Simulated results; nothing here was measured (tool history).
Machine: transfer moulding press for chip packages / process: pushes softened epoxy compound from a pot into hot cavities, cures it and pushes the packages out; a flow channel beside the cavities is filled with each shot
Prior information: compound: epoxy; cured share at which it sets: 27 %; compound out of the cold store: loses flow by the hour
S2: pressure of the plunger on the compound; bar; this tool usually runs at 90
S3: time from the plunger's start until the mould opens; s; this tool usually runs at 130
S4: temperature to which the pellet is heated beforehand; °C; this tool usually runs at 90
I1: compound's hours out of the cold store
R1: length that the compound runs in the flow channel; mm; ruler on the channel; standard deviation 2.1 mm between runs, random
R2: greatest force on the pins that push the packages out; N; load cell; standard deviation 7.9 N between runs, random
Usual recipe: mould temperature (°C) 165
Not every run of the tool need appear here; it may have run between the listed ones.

Run 1, day 0: usual settings; I1 30.6. Result: R1 789 mm, R2 446 N.
At day 0.958: cavities cleaned with cleaning compound and waxed.
Run 2, day 1.562: usual settings; I1 12.6. Result: R1 865 mm, R2 418 N.
Run 3, day 2.212: usual settings; I1 21.3. Result: R1 829 mm, R2 470 N.
At day 3.046: plunger's sealing rings changed.
At day 3.338: cavities cleaned with cleaning compound and waxed.
Run 4, day 3.725: usual settings; I1 32.9. Result: R1 801 mm, R2 383 N.
Run 5, day 4.675: usual settings; I1 29.6. Result: R1 817 mm, R2 448 N.
At day 5.621: cavities cleaned with cleaning compound and waxed.
Run 6, day 5.75: usual settings; I1 21.2. Result: R1 851 mm, R2 348 N.
Run 7, day 7: usual settings but mould temperature (°C) 160; I1 25.7. Result: R1 847 mm, R2 582 N.
At day 7.867: cavities cleaned with cleaning compound and waxed.
Run 8, day 8.133: usual settings but S2 75.5 bar; I1 43.7. Result: R1 686 mm, R2 399 N.
Run 9, day 9.433: usual settings but S2 75.5 bar; I1 37.4. Result: R1 708 mm, R2 481 N.
At day 10.138: cavities cleaned with cleaning compound and waxed.
Run 10, day 10.804: usual settings but mould temperature (°C) 171, S2 75.5 bar; I1 27. Result: R1 729 mm, R2 385 N.
Run 11, day 11.625: usual settings; I1 37.2. Result: R1 770 mm, R2 452 N.
At day 12.496: cavities cleaned with cleaning compound and waxed.
Run 12, day 13.146: usual settings; I1 10.9. Result: R1 879 mm, R2 425 N.
Run 13, day 13.938: usual settings but S4 91 °C; I1 8.6. Result: R1 894 mm, R2 478 N.
At day 14.783: cavities cleaned with cleaning compound and waxed.
Run 14, day 15.008: usual settings but S4 84 °C; I1 42.6. Result: R1 747 mm, R2 372 N.
Run 15, day 16.304: usual settings but mould temperature (°C) 172, S2 96 bar, S3 117 s, S4 86 °C; I1 45.6. Result: R1 732 mm, R2 445 N.
At day 17.029: cavities cleaned with cleaning compound and waxed.
Run 16, day 17.429: usual settings but mould temperature (°C) 163, S2 70.3 bar, S3 111 s, S4 85 °C; I1 40.9. Result: R1 672 mm, R2 498 N.
Run 17, day 18.492: usual settings but mould temperature (°C) 158, S2 108.2 bar, S4 100 °C; I1 45.3. Result: R1 826 mm, R2 639 N.
At day 19.262: cavities cleaned with cleaning compound and waxed.
Run 18, day 19.508: usual settings but mould temperature (°C) 161, S4 87 °C; I1 39.6. Result: R1 764 mm, R2 427 N.
At day 20.038: plunger's sealing rings changed.
Run 19, day 20.95: usual settings but S2 78.2 bar, S4 96 °C; I1 33.2. Result: R1 746 mm, R2 476 N.
At day 21.621: cavities cleaned with cleaning compound and waxed.
Run 20, day 21.921: usual settings but S2 78.2 bar, S4 96 °C; I1 22.6. Result: R1 792 mm, R2 386 N.
Run 21, day 23.442: usual settings but S2 78.2 bar, S4 96 °C; I1 27.5. Result: R1 766 mm, R2 520 N.
At day 23.888: cavities cleaned with cleaning compound and waxed.
Run 22, day 24.617: usual settings but S2 78.2 bar, S4 96 °C; I1 16.9. Result: R1 810 mm, R2 407 N.
Run 23, day 25.308: usual settings but S2 78.2 bar, S4 96 °C; I1 34.2. Result: R1 735 mm, R2 441 N.
At day 26.112: cavities cleaned with cleaning compound and waxed.
Run 24, day 26.258: usual settings but mould temperature (°C) 159, S3 152 s; I1 26.2. Result: R1 844 mm, R2 422 N.
Run 25, day 27.692: usual settings but mould temperature (°C) 159, S3 152 s; I1 8.6. Result: R1 930 mm, R2 531 N.
At day 28.417: cavities cleaned with cleaning compound and waxed.
Run 26, day 28.646: usual settings but S2 96.3 bar, S3 124 s; I1 12. Result: R1 916 mm, R2 405 N.
Run 27, day 29.317: usual settings but S2 96.3 bar, S3 124 s; I1 14. Result: R1 905 mm, R2 468 N.
At day 30.675: cavities cleaned with cleaning compound and waxed.
Run 28, day 30.675: usual settings but mould temperature (°C) 166, S2 89.5 bar, S3 138 s; I1 39.6. Result: R1 755 mm, R2 339 N.

Consider 4 possible next runs. They are alternatives, not a sequence: every one starts from the tool as it was left by run 28. What does each give?
Run A, day 31.504: usual settings but S2 78.8 bar, S4 94 °C; I1 14.8. Result: R1 ?, R2 ?.
Run B, day 31.504: usual settings but S2 69.2 bar, S3 146 s; I1 26.3. Result: R1 ?, R2 ?.
Run C, day 31.504: usual settings but mould temperature (°C) 166, S2 72.7 bar, S3 138 s; I1 20.8. Result: R1 ?, R2 ?.
Run D, day 31.504: usual settings but mould temperature (°C) 166, S3 113 s; I1 38.4. Result: R1 ?, R2 ?.

run   R1   R2
  A  807  445
  B  715  398
  C  751  394
  D  760  464
Without the tool's hidden state the same runs would have given:
run   R1   R2
  A  821  354
  B  727  322
  C  765  317
  D  773  362

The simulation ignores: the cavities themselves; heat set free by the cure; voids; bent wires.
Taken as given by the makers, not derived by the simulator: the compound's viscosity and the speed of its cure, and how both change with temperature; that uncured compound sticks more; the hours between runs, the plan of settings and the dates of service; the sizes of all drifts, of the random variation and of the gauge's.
